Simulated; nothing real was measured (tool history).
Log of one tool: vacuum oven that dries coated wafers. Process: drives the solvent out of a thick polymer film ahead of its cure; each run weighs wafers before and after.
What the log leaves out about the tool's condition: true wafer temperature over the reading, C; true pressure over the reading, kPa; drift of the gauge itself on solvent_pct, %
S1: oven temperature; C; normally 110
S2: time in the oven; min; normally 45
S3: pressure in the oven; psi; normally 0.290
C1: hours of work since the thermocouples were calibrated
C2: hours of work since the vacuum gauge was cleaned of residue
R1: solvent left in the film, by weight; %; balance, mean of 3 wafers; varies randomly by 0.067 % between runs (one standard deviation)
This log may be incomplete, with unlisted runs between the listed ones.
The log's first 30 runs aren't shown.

run,hour,S1,S2,S3,C1,C2,R1
31,688.4,110,29,0.347,205,856,6.46
32,714.5,108,45,0.712,225,876,8.45
33,746.3,104,26,0.345,248,899,7.82
34,771.6,103,26,1.091,267,918,12.31
35,802.7,98,23,0.319,290,941,9.09
36,821.3,98,23,0.319,304,955,9.25
37,844.2,119,45,0.553,321,972,4.77
38,867.2,108,45,0.245,338,989,5.16
39,886.4,102,22,0.370,353,1004,8.88
40,902.3,102,22,0.370,364,1015,8.71
41,933.0,97,49,0.579,387,1038,10.13
42,955.1,103,44,0.251,404,1055,6.48
43,971.4,110,36,0.251,416,1067,5.54
44,996.1,112,54,0.290,434,1085,4.08
45,1014.4,125,53,0.345,448,1099,2.49
46,1035.7,125,53,0.345,463,1114,2.43
47,1053.4,106,53,0.260,477,1128,5.38

What if the next run were any one of these 4? Each begins from the tool's condition after run 47:
A,1083.0,96,72,0.896,499,1150,?
B,1083.0,95,32,0.743,499,1150,?
C,1083.0,110,54,0.406,499,1150,?
D,1083.0,121,53,0.260,499,1150,?

run,R1
A,12.58
B,12.37
C,5.65
D,2.53
The same runs, with their run-to-run variation unchanged, on a tool lacking any hidden condition would have given:
run,R1
A,12.58
B,11.67
C,4.92
D,2.04
